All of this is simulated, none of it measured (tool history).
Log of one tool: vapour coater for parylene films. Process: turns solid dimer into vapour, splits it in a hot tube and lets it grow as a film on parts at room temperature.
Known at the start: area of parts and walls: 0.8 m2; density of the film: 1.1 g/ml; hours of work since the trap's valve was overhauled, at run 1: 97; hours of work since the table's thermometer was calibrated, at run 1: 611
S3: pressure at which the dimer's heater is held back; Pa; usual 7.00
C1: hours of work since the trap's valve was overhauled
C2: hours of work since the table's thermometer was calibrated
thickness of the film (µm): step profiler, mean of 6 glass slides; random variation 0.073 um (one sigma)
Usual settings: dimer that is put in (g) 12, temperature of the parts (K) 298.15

run 1 hour=0.0 | dimer_that_is_put_in_(g)=12 temperature_of_the_parts_(K)=298.15 S3=7.00 | C1=97 C2=611 | thickness_of_the_film_(µm)=8.59
run 2 hour=27.9 | dimer_that_is_put_in_(g)=12 temperature_of_the_parts_(K)=298.15 S3=7.00 | C1=112 C2=625 | thickness_of_the_film_(µm)=8.38
run 3 hour=45.0 | dimer_that_is_put_in_(g)=12 temperature_of_the_parts_(K)=298.15 S3=7.00 | C1=121 C2=634 | thickness_of_the_film_(µm)=8.48
run 4 hour=73.8 | dimer_that_is_put_in_(g)=12 temperature_of_the_parts_(K)=298.15 S3=7.00 | C1=136 C2=649 | thickness_of_the_film_(µm)=8.50
run 5 hour=98.3 | dimer_that_is_put_in_(g)=12 temperature_of_the_parts_(K)=298.15 S3=7.00 | C1=149 C2=662 | thickness_of_the_film_(µm)=8.34
run 6 hour=128.5 | dimer_that_is_put_in_(g)=12 temperature_of_the_parts_(K)=298.15 S3=7.00 | C1=164 C2=678 | thickness_of_the_film_(µm)=8.30
run 7 hour=157.4 | dimer_that_is_put_in_(g)=12 temperature_of_the_parts_(K)=298.15 S3=3.39 | C1=179 C2=693 | thickness_of_the_film_(µm)=9.60
run 8 hour=170.1 | dimer_that_is_put_in_(g)=12 temperature_of_the_parts_(K)=298.15 S3=3.39 | C1=186 C2=700 | thickness_of_the_film_(µm)=9.42
run 9 hour=195.9 | dimer_that_is_put_in_(g)=12 temperature_of_the_parts_(K)=298.15 S3=3.39 | C1=199 C2=713 | thickness_of_the_film_(µm)=9.34
run 10 hour=223.5 | dimer_that_is_put_in_(g)=12 temperature_of_the_parts_(K)=298.15 S3=3.39 | C1=214 C2=727 | thickness_of_the_film_(µm)=9.31
-- hour=234.2 trap's valve overhauled
run 11 hour=253.9 | dimer_that_is_put_in_(g)=12 temperature_of_the_parts_(K)=298.15 S3=7.00 | C1=10 C2=741 | thickness_of_the_film_(µm)=7.96
run 12 hour=284.9 | dimer_that_is_put_in_(g)=12 temperature_of_the_parts_(K)=298.15 S3=7.00 | C1=26 C2=757 | thickness_of_the_film_(µm)=8.21
run 13 hour=300.5 | dimer_that_is_put_in_(g)=12 temperature_of_the_parts_(K)=298.15 S3=7.00 | C1=35 C2=765 | thickness_of_the_film_(µm)=8.06
run 14 hour=325.7 | dimer_that_is_put_in_(g)=12 temperature_of_the_parts_(K)=298.15 S3=7.00 | C1=48 C2=779 | thickness_of_the_film_(µm)=8.03
run 15 hour=341.4 | dimer_that_is_put_in_(g)=12 temperature_of_the_parts_(K)=296.15 S3=7.00 | C1=56 C2=787 | thickness_of_the_film_(µm)=8.72
run 16 hour=356.0 | dimer_that_is_put_in_(g)=12 temperature_of_the_parts_(K)=296.15 S3=7.00 | C1=64 C2=794 | thickness_of_the_film_(µm)=8.66
-- hour=376.7 trap's valve overhauled, once more
run 17 hour=376.7 | dimer_that_is_put_in_(g)=12 temperature_of_the_parts_(K)=296.15 S3=7.00 | C1=0 C2=803 | thickness_of_the_film_(µm)=9.60
run 18 hour=395.7 | dimer_that_is_put_in_(g)=12 temperature_of_the_parts_(K)=298.15 S3=7.00 | C1=10 C2=813 | thickness_of_the_film_(µm)=8.68
run 19 hour=418.8 | dimer_that_is_put_in_(g)=12 temperature_of_the_parts_(K)=298.15 S3=11.38 | C1=22 C2=825 | thickness_of_the_film_(µm)=7.99
run 20 hour=437.7 | dimer_that_is_put_in_(g)=12 temperature_of_the_parts_(K)=298.15 S3=11.38 | C1=32 C2=835 | thickness_of_the_film_(µm)=8.02
run 21 hour=461.5 | dimer_that_is_put_in_(g)=12 temperature_of_the_parts_(K)=298.15 S3=7.00 | C1=44 C2=847 | thickness_of_the_film_(µm)=8.71
run 22 hour=477.6 | dimer_that_is_put_in_(g)=12 temperature_of_the_parts_(K)=298.15 S3=7.00 | C1=53 C2=856 | thickness_of_the_film_(µm)=8.70
run 23 hour=500.5 | dimer_that_is_put_in_(g)=12 temperature_of_the_parts_(K)=298.15 S3=2.08 | C1=65 C2=868 | thickness_of_the_film_(µm)=10.46
run 24 hour=527.6 | dimer_that_is_put_in_(g)=12 temperature_of_the_parts_(K)=305.15 S3=7.00 | C1=79 C2=882 | thickness_of_the_film_(µm)=6.03
run 25 hour=541.1 | dimer_that_is_put_in_(g)=12 temperature_of_the_parts_(K)=295.15 S3=4.90 | C1=86 C2=889 | thickness_of_the_film_(µm)=10.67
run 26 hour=554.1 | dimer_that_is_put_in_(g)=10 temperature_of_the_parts_(K)=293.15 S3=5.14 | C1=93 C2=896 | thickness_of_the_film_(µm)=9.62
run 27 hour=582.0 | dimer_that_is_put_in_(g)=12 temperature_of_the_parts_(K)=298.15 S3=6.99 | C1=107 C2=910 | thickness_of_the_film_(µm)=8.54
run 28 hour=601.4 | dimer_that_is_put_in_(g)=12 temperature_of_the_parts_(K)=298.15 S3=6.99 | C1=117 C2=920 | thickness_of_the_film_(µm)=8.45
run 29 hour=616.8 | dimer_that_is_put_in_(g)=8 temperature_of_the_parts_(K)=294.15 S3=7.00 | C1=125 C2=928 | thickness_of_the_film_(µm)=6.93
run 30 hour=647.2 | dimer_that_is_put_in_(g)=8 temperature_of_the_parts_(K)=294.15 S3=7.00 | C1=141 C2=944 | thickness_of_the_film_(µm)=6.98
run 31 hour=667.3 | dimer_that_is_put_in_(g)=8 temperature_of_the_parts_(K)=294.15 S3=7.00 | C1=152 C2=955 | thickness_of_the_film_(µm)=6.85
run 32 hour=692.6 | dimer_that_is_put_in_(g)=12 temperature_of_the_parts_(K)=291.15 S3=7.00 | C1=165 C2=968 | thickness_of_the_film_(µm)=11.94
run 33 hour=713.0 | dimer_that_is_put_in_(g)=11 temperature_of_the_parts_(K)=295.15 S3=2.79 | C1=175 C2=979 | thickness_of_the_film_(µm)=10.48
run 34 hour=730.2 | dimer_that_is_put_in_(g)=9 temperature_of_the_parts_(K)=298.15 S3=10.38 | C1=184 C2=988 | thickness_of_the_film_(µm)=5.82
run 35 hour=745.7 | dimer_that_is_put_in_(g)=9 temperature_of_the_parts_(K)=294.15 S3=7.46 | C1=192 C2=996 | thickness_of_the_film_(µm)=7.57
run 36 hour=763.1 | dimer_that_is_put_in_(g)=9 temperature_of_the_parts_(K)=294.15 S3=7.46 | C1=202 C2=1005 | thickness_of_the_film_(µm)=7.51
run 37 hour=776.5 | dimer_that_is_put_in_(g)=8 temperature_of_the_parts_(K)=291.15 S3=3.34 | C1=209 C2=1012 | thickness_of_the_film_(µm)=8.42
-- hour=797.4 trap's valve overhauled
run 38 hour=800.1 | dimer_that_is_put_in_(g)=8 temperature_of_the_parts_(K)=291.15 S3=3.34 | C1=1 C2=1022 | thickness_of_the_film_(µm)=8.82
run 39 hour=818.3 | dimer_that_is_put_in_(g)=8 temperature_of_the_parts_(K)=297.15 S3=3.34 | C1=11 C2=1031 | thickness_of_the_film_(µm)=6.92
run 40 hour=841.1 | dimer_that_is_put_in_(g)=21 temperature_of_the_parts_(K)=306.15 S3=7.00 | C1=23 C2=1043 | thickness_of_the_film_(µm)=10.27
run 41 hour=862.3 | dimer_that_is_put_in_(g)=19 temperature_of_the_parts_(K)=298.15 S3=8.48 | C1=34 C2=1054 | thickness_of_the_film_(µm)=13.36
run 42 hour=885.0 | dimer_that_is_put_in_(g)=8 temperature_of_the_parts_(K)=292.15 S3=7.00 | C1=46 C2=1066 | thickness_of_the_film_(µm)=7.78
run 43 hour=905.1 | dimer_that_is_put_in_(g)=8 temperature_of_the_parts_(K)=291.15 S3=3.10 | C1=56 C2=1077 | thickness_of_the_film_(µm)=8.67
run 44 hour=930.9 | dimer_that_is_put_in_(g)=14 temperature_of_the_parts_(K)=300.15 S3=7.23 | C1=70 C2=1090 | thickness_of_the_film_(µm)=9.16
run 45 hour=950.4 | dimer_that_is_put_in_(g)=6 temperature_of_the_parts_(K)=296.15 S3=8.04 | C1=80 C2=1100 | thickness_of_the_film_(µm)=4.70
run 46 hour=969.6 | dimer_that_is_put_in_(g)=10 temperature_of_the_parts_(K)=295.15 S3=3.69 | C1=90 C2=1110 | thickness_of_the_film_(µm)=9.25
run 47 hour=997.4 | dimer_that_is_put_in_(g)=10 temperature_of_the_parts_(K)=295.15 S3=3.69 | C1=104 C2=1125 | thickness_of_the_film_(µm)=9.28
run 48 hour=1022.0 | dimer_that_is_put_in_(g)=12 temperature_of_the_parts_(K)=309.15 S3=4.92 | C1=117 C2=1138 | thickness_of_the_film_(µm)=5.31

3 ways to go on from here, each from the tool as it stands after run 48. What would each give?
run A hour=1044.0 | dimer_that_is_put_in_(g)=10 temperature_of_the_parts_(K)=297.15 S3=3.29 | C1=129 C2=1149 | thickness_of_the_film_(µm)=?
run B hour=1044.0 | dimer_that_is_put_in_(g)=18 temperature_of_the_parts_(K)=305.15 S3=6.83 | C1=129 C2=1149 | thickness_of_the_film_(µm)=?
run C hour=1044.0 | dimer_that_is_put_in_(g)=7 temperature_of_the_parts_(K)=309.15 S3=4.92 | C1=129 C2=1149 | thickness_of_the_film_(µm)=?

run=A thickness_of_the_film_(µm)=8.49
run=B thickness_of_the_film_(µm)=9.05
run=C thickness_of_the_film_(µm)=3.09
Without the tool's hidden state the same runs would have given:
run=A thickness_of_the_film_(µm)=8.75
run=B thickness_of_the_film_(µm)=9.33
run=C thickness_of_the_film_(µm)=3.19

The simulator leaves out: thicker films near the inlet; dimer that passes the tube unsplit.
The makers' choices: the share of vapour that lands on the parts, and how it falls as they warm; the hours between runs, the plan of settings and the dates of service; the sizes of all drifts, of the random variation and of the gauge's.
